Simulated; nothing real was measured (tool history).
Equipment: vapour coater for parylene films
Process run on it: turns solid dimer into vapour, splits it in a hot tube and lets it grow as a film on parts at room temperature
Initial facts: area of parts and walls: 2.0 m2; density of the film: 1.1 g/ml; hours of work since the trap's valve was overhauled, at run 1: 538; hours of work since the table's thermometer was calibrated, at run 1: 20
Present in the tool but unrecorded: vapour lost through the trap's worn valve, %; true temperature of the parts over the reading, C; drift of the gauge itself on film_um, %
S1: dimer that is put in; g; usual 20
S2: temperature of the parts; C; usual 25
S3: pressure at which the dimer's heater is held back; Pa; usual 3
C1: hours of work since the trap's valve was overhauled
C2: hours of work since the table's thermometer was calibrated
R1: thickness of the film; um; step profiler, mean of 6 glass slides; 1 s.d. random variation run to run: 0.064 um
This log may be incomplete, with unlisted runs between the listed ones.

run     day  S1  S2     S3   C1   C2    R1
  1       0  20  25      3  538   20  6.95
  2   0.704  20  25      3  553   35  6.82
  3   1.696  20  25      3  575   57  6.79
      2.142  -- trap's valve overhauled
  4   2.554  20  25      3    9   71  7.53
  5   3.325  20  25      3   26   88  7.49
  6   4.308  20  25      3   47  109  7.43
  7   4.883  20  25      3   59  122  7.51
  8   5.308  20  25      3   68  131  7.46
  9   5.921  20  25      3   82  144  7.48
 10   6.475  25  25      3   94  156   9.3
 11   6.929  25  25      3  103  166  9.15
 12   7.896  25  25      3  124  187  9.17
 13   8.671  25  25      3  141  204  9.17
 14   9.654  25  25      3  162  225  9.19
 15  10.529  25  25      3  181  244  9.01
 16   11.35  20  29      3  199  261  6.06
 17  12.033  20  29      3  214  276  6.14
 18   12.65  20  25      3  227  290  7.31
 19  13.625  20  25      3  248  311  7.32
 20  14.304  20  25  11.35  263  325  5.59
 21  15.021  20  25  11.35  278  341  5.57
 22  15.896  11  25   3.53  297  360  3.77
 23  16.742  16  25      3  315  378  5.63
 24  17.525  26  25   2.66  332  395  9.39
 25  17.971  26  25   2.66  342  405  9.28
 26  18.471   9  26      3  353  415  3.04
 27  19.371  22  33      3  372  435  5.36
 28  19.971  20  30   9.26  385  448  4.53
 29   20.75  20  25      5  402  464  6.28
 30   21.45  20  27      3  417  480  6.33
 31  22.083  11  36      3  431  493  2.32
 32  22.975  26  25    9.2  450  513  7.23
 33  23.954  10  25   6.19  471  534  3.03
 34  24.758  10  28   3.41  489  551  2.92
 35  25.204  22  36  10.52  498  561  3.68
 36  25.817  20  19   5.14  511  574  8.05
 37  26.271  24  28   5.14  521  584  6.42
 38  27.208   9  28   5.14  541  604  2.44
 39  27.725   9  19   8.93  553  615  3.24
 40  28.333   9  19   8.93  566  628  3.19
     29.217  -- trap's valve overhauled
 41  29.233  12  30   5.43    0  644  3.19

Here are 3 independent what-if runs from the current tool condition. What would each one return?
  A  29.808  20  35  3.17  13  657   ?
  B  29.808  31  18  5.43  13  657   ?
  C  29.808   9  25  5.43  13  657   ?

run     R1
  A   4.59
  B  13.96
  C   2.96
Had the tool no hidden state, the same runs would have come out as:
run     R1
  A   4.75
  B  14.04
  C   3.06
